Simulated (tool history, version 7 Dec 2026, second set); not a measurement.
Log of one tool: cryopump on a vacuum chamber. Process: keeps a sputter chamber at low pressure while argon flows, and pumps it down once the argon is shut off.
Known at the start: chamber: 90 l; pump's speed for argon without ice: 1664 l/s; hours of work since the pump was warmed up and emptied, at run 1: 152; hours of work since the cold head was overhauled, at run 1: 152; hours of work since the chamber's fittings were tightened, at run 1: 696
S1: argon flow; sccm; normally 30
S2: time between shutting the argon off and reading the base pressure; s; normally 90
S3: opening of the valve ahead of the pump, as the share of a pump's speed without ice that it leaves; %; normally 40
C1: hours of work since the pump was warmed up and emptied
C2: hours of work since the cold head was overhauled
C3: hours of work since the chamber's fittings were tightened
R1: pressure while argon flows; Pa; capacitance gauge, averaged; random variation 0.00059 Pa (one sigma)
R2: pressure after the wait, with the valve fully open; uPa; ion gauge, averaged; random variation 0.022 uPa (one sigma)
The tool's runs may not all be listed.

run,hour,S1,S2,S3,C1,C2,C3,R1,R2
1,0.0,30,90,40,152,152,696,0.0784,1.44
2,9.0,30,90,30,158,158,701,0.1038,1.44
3,19.7,30,90,30,164,164,708,0.1034,1.46
4,29.1,30,97,40,170,170,713,0.0774,1.39
5,43.6,30,90,40,178,178,722,0.0770,1.44
6,57.5,30,90,40,186,186,730,0.0775,1.42
7,72.4,30,174,40,195,195,739,0.0785,1.27
8,82.4,30,174,40,201,201,745,0.0792,1.29
9,99.4,30,174,40,212,212,755,0.0777,1.31
10,109.7,30,174,40,218,218,761,0.0785,1.23
11,118.6,30,50,40,223,223,767,0.0780,1.91
12,126.1,30,50,40,227,227,771,0.0792,1.92
13,142.3,30,50,40,237,237,781,0.0781,1.86
14,151.1,30,50,40,242,242,786,0.0781,1.95
15,158.9,30,24,40,247,247,791,0.0781,2.79
16,170.1,30,24,40,254,254,797,0.0787,2.84
17,179.3,30,79,17,259,259,803,0.1819,1.59
18,195.3,30,79,17,269,269,812,0.1806,1.67
19,212.5,45,26,26,279,279,823,0.1782,2.72
20,225.3,34,281,31,287,287,830,0.1152,1.30
21,235.4,30,287,40,293,293,836,0.0779,1.31
22,248.5,30,287,40,300,300,844,0.0786,1.29
23,260.0,30,287,40,307,307,851,0.0799,1.36
24,274.8,30,287,40,316,316,860,0.0791,1.35
25,283.2,30,287,40,321,321,865,0.0798,1.33
26,298.6,30,287,40,330,330,874,0.0784,1.38
27,308.9,22,90,48,336,336,880,0.0487,1.67

Consider 5 possible next runs. They are alternatives, not a sequence: every one starts from the tool as it was left by run 27. What does each give?
A,325.5,30,90,25,346,346,890,?,?
B,325.5,21,90,48,346,346,890,?,?
C,325.5,22,90,41,346,346,890,?,?
D,325.5,16,62,51,346,346,890,?,?
E,325.5,17,90,40,346,346,890,?,?

run,R1,R2
A,0.1256,1.76
B,0.0457,1.67
C,0.0562,1.68
D,0.0335,1.92
E,0.0452,1.72
With the hidden condition removed and each run's random variation left untouched, the same runs would have given:
run,R1,R2
A,0.1225,0.68
B,0.0435,0.62
C,0.0539,0.61
D,0.0319,0.83
E,0.0435,0.64

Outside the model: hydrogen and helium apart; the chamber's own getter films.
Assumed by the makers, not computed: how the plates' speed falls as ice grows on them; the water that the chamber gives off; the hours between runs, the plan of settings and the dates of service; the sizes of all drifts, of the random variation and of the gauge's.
